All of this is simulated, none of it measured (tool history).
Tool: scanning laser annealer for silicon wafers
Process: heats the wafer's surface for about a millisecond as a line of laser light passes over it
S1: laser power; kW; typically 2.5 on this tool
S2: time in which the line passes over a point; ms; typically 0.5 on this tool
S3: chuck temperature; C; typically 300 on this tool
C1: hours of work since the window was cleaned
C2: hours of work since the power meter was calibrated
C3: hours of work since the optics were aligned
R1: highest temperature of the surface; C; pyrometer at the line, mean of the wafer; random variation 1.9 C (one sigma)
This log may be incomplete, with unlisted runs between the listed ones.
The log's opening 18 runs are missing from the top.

run	day	S1	S2	S3	C1	C2	C3	R1
19	4.996	2.5	0.5	319	41	326	1388	1148
20	5.4	2.5	0.5	319	48	334	1395	1148
21	5.725	2.5	0.5	319	54	339	1401	1151
22	5.925	2.702	0.427	329	58	343	1405	1160
23	6.308	2.702	0.427	329	64	350	1412	1156
24	6.617	2.702	0.357	325	70	355	1417	1071
25	6.796	2.5	0.5	314	73	359	1420	1144
26	7.1	2.5	0.466	314	79	364	1426	1110
27	7.292	2.626	0.481	264	82	367	1429	1123
28	7.704	2.696	0.412	270	89	375	1437	1075
29	8.104	2.244	0.583	265	97	382	1444	1063
30	8.292	2.423	0.363	282	100	385	1447	943
31	8.538	2.423	0.363	282	104	390	1452	940
32	8.775	2.5	0.416	303	109	394	1456	1046
33	9.083	2.223	0.416	269	114	400	1461	915
34	9.483	2.223	0.416	269	121	407	1469	915
35	9.721	2.223	0.416	269	126	411	1473	913
36	10.079	2.347	0.416	269	132	418	1479	958
37	10.438	2.347	0.416	269	139	424	1486	955
38	10.829	2.347	0.545	269	146	431	1493	1077
39	11.025	2.347	0.425	268	149	435	1496	966
40	11.346	2.226	0.5	309	155	440	1502	1030
41	11.562	2.226	0.5	309	159	444	1506	1032

What if the next run were any one of these 4? Each begins from the tool's condition after run 41:
A	11.875	2.272	0.458	261	164	450	1511	?
B	11.875	2.521	0.494	300	164	450	1511	?
C	11.875	2.576	0.5	286	164	450	1511	?
D	11.875	2.191	0.414	286	164	450	1511	?

run	R1
A	965
B	1131
C	1145
D	923
With no hidden state in the tool, these same runs would have given:
run	R1
A	965
B	1132
C	1145
D	923

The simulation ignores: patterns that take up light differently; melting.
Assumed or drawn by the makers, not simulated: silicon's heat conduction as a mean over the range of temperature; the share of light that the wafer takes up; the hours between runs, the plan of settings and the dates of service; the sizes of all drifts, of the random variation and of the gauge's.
